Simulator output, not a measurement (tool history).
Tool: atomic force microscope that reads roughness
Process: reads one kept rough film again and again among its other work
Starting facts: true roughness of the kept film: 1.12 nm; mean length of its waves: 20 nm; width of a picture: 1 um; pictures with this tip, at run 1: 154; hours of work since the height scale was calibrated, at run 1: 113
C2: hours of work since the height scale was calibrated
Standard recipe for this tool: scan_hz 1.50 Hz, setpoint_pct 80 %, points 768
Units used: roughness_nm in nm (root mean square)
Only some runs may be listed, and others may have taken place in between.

run 1 hour=0.0 | scan_hz=1.50 setpoint_pct=80 points=768 | pictures_with_this_tip=154 C2=113 | roughness_nm=0.943
run 2 hour=5.5 | scan_hz=1.50 setpoint_pct=80 points=768 | pictures_with_this_tip=165 C2=118 | roughness_nm=0.944
run 3 hour=12.7 | scan_hz=1.50 setpoint_pct=80 points=768 | pictures_with_this_tip=179 C2=123 | roughness_nm=0.943
run 4 hour=20.2 | scan_hz=1.50 setpoint_pct=80 points=768 | pictures_with_this_tip=194 C2=129 | roughness_nm=0.934
run 5 hour=29.8 | scan_hz=1.50 setpoint_pct=80 points=768 | pictures_with_this_tip=213 C2=136 | roughness_nm=0.935
run 6 hour=36.6 | scan_hz=1.50 setpoint_pct=80 points=589 | pictures_with_this_tip=226 C2=141 | roughness_nm=0.933
run 7 hour=44.0 | scan_hz=1.50 setpoint_pct=80 points=768 | pictures_with_this_tip=241 C2=147 | roughness_nm=0.930
run 8 hour=51.0 | scan_hz=1.50 setpoint_pct=80 points=768 | pictures_with_this_tip=255 C2=153 | roughness_nm=0.927
run 9 hour=58.2 | scan_hz=1.50 setpoint_pct=80 points=768 | pictures_with_this_tip=269 C2=158 | roughness_nm=0.926
run 10 hour=66.2 | scan_hz=1.50 setpoint_pct=80 points=639 | pictures_with_this_tip=285 C2=164 | roughness_nm=0.921
-- hour=68.0 height scale calibrated on a step standard
run 11 hour=72.0 | scan_hz=1.50 setpoint_pct=86 points=768 | pictures_with_this_tip=294 C2=3 | roughness_nm=0.893
run 12 hour=82.1 | scan_hz=1.50 setpoint_pct=87 points=768 | pictures_with_this_tip=314 C2=11 | roughness_nm=0.886
run 13 hour=90.0 | scan_hz=1.75 setpoint_pct=80 points=768 | pictures_with_this_tip=329 C2=17 | roughness_nm=0.903
-- hour=94.8 height scale calibrated on a step standard, once more
run 14 hour=100.9 | scan_hz=0.78 setpoint_pct=80 points=768 | pictures_with_this_tip=349 C2=5 | roughness_nm=0.932
-- hour=103.2 new tip fitted
run 15 hour=109.5 | scan_hz=1.50 setpoint_pct=80 points=375 | pictures_with_this_tip=13 C2=11 | roughness_nm=0.949
run 16 hour=118.4 | scan_hz=1.50 setpoint_pct=80 points=768 | pictures_with_this_tip=30 C2=18 | roughness_nm=0.966
run 17 hour=125.9 | scan_hz=1.50 setpoint_pct=80 points=709 | pictures_with_this_tip=45 C2=23 | roughness_nm=0.959
run 18 hour=134.6 | scan_hz=1.50 setpoint_pct=80 points=709 | pictures_with_this_tip=62 C2=30 | roughness_nm=0.964
run 19 hour=142.1 | scan_hz=1.50 setpoint_pct=80 points=343 | pictures_with_this_tip=77 C2=36 | roughness_nm=0.940
run 20 hour=148.9 | scan_hz=0.83 setpoint_pct=63 points=807 | pictures_with_this_tip=90 C2=41 | roughness_nm=1.013
run 21 hour=154.6 | scan_hz=1.24 setpoint_pct=73 points=573 | pictures_with_this_tip=102 C2=46 | roughness_nm=0.984
run 22 hour=158.9 | scan_hz=3.26 setpoint_pct=86 points=344 | pictures_with_this_tip=110 C2=49 | roughness_nm=0.813
run 23 hour=167.1 | scan_hz=1.07 setpoint_pct=61 points=475 | pictures_with_this_tip=126 C2=55 | roughness_nm=0.993
run 24 hour=172.4 | scan_hz=0.73 setpoint_pct=73 points=453 | pictures_with_this_tip=137 C2=59 | roughness_nm=0.989
run 25 hour=178.2 | scan_hz=1.50 setpoint_pct=80 points=270 | pictures_with_this_tip=148 C2=64 | roughness_nm=0.916
run 26 hour=184.1 | scan_hz=1.50 setpoint_pct=80 points=270 | pictures_with_this_tip=160 C2=68 | roughness_nm=0.920
run 27 hour=192.2 | scan_hz=1.66 setpoint_pct=81 points=566 | pictures_with_this_tip=176 C2=75 | roughness_nm=0.924
run 28 hour=199.9 | scan_hz=0.54 setpoint_pct=80 points=768 | pictures_with_this_tip=191 C2=80 | roughness_nm=0.981
run 29 hour=209.2 | scan_hz=0.54 setpoint_pct=80 points=768 | pictures_with_this_tip=209 C2=88 | roughness_nm=0.976
run 30 hour=218.6 | scan_hz=0.54 setpoint_pct=80 points=768 | pictures_with_this_tip=228 C2=95 | roughness_nm=0.977
run 31 hour=228.5 | scan_hz=3.61 setpoint_pct=67 points=731 | pictures_with_this_tip=247 C2=102 | roughness_nm=0.921
run 32 hour=233.0 | scan_hz=3.61 setpoint_pct=67 points=731 | pictures_with_this_tip=256 C2=106 | roughness_nm=0.912
run 33 hour=243.4 | scan_hz=3.61 setpoint_pct=67 points=731 | pictures_with_this_tip=276 C2=114 | roughness_nm=0.906
run 34 hour=252.9 | scan_hz=3.61 setpoint_pct=67 points=731 | pictures_with_this_tip=295 C2=121 | roughness_nm=0.910
run 35 hour=258.7 | scan_hz=3.61 setpoint_pct=67 points=731 | pictures_with_this_tip=307 C2=126 | roughness_nm=0.909
run 36 hour=269.0 | scan_hz=1.31 setpoint_pct=60 points=482 | pictures_with_this_tip=327 C2=134 | roughness_nm=0.958
run 37 hour=275.7 | scan_hz=1.31 setpoint_pct=60 points=482 | pictures_with_this_tip=340 C2=139 | roughness_nm=0.963
-- hour=282.1 new tip fitted
run 38 hour=282.1 | scan_hz=0.78 setpoint_pct=60 points=579 | pictures_with_this_tip=0 C2=143 | roughness_nm=1.032

Forecast each of these 5 alternatives for the next run:
run A hour=287.2 | scan_hz=0.62 setpoint_pct=90 points=597 | pictures_with_this_tip=10 C2=147 | roughness_nm=?
run B hour=287.2 | scan_hz=1.39 setpoint_pct=80 points=768 | pictures_with_this_tip=10 C2=147 | roughness_nm=?
run C hour=287.2 | scan_hz=1.62 setpoint_pct=65 points=768 | pictures_with_this_tip=10 C2=147 | roughness_nm=?
run D hour=287.2 | scan_hz=0.99 setpoint_pct=80 points=768 | pictures_with_this_tip=10 C2=147 | roughness_nm=?
run E hour=287.2 | scan_hz=1.48 setpoint_pct=60 points=579 | pictures_with_this_tip=10 C2=147 | roughness_nm=?

run=A roughness_nm=0.998
run=B roughness_nm=0.974
run=C roughness_nm=1.013
run=D roughness_nm=1.003
run=E roughness_nm=1.015
Without the tool's hidden state the same runs would have given:
run=A roughness_nm=1.003
run=B roughness_nm=0.978
run=C roughness_nm=1.018
run=D roughness_nm=1.008
run=E roughness_nm=1.020
